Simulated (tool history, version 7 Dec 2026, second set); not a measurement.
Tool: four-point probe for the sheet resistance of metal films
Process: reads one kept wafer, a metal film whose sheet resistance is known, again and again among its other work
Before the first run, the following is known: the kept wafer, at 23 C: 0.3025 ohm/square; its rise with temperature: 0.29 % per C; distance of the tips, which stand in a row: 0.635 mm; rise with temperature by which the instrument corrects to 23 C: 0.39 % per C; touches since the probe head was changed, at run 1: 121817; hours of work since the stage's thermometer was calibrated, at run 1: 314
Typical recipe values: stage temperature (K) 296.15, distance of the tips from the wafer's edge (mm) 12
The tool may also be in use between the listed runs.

run,hour,stage temperature (K),distance of the tips from the wafer's edge (mm),touches since the probe head was changed,hours of work since the stage's thermometer was calibrated,sheet resistance as the instrument gives it (ohm/square)
1,0.0,296.15,12,121817,314,0.299070
2,15.3,296.15,12,122500,323,0.299106
3,27.1,296.15,12,123027,329,0.299069
4,34.6,294.15,12,123361,334,0.299590
5,45.0,296.15,12,123828,340,0.299155
6,52.3,296.15,12,124154,344,0.299029
7,66.3,301.15,12,124780,352,0.297719
8,79.6,307.15,23,125374,359,0.295602
9,92.9,293.15,66,125969,366,0.299370

What does the tool deliver on the next run?
10,102.2,293.15,66,126383,372,?

{"run 10": {"sheet resistance as the instrument gives it (ohm/square)": 0.299436}}
With the hidden condition absent and the run-to-run variation left alone, this run would have shown sheet resistance as the instrument gives it (ohm/square) 0.303408.

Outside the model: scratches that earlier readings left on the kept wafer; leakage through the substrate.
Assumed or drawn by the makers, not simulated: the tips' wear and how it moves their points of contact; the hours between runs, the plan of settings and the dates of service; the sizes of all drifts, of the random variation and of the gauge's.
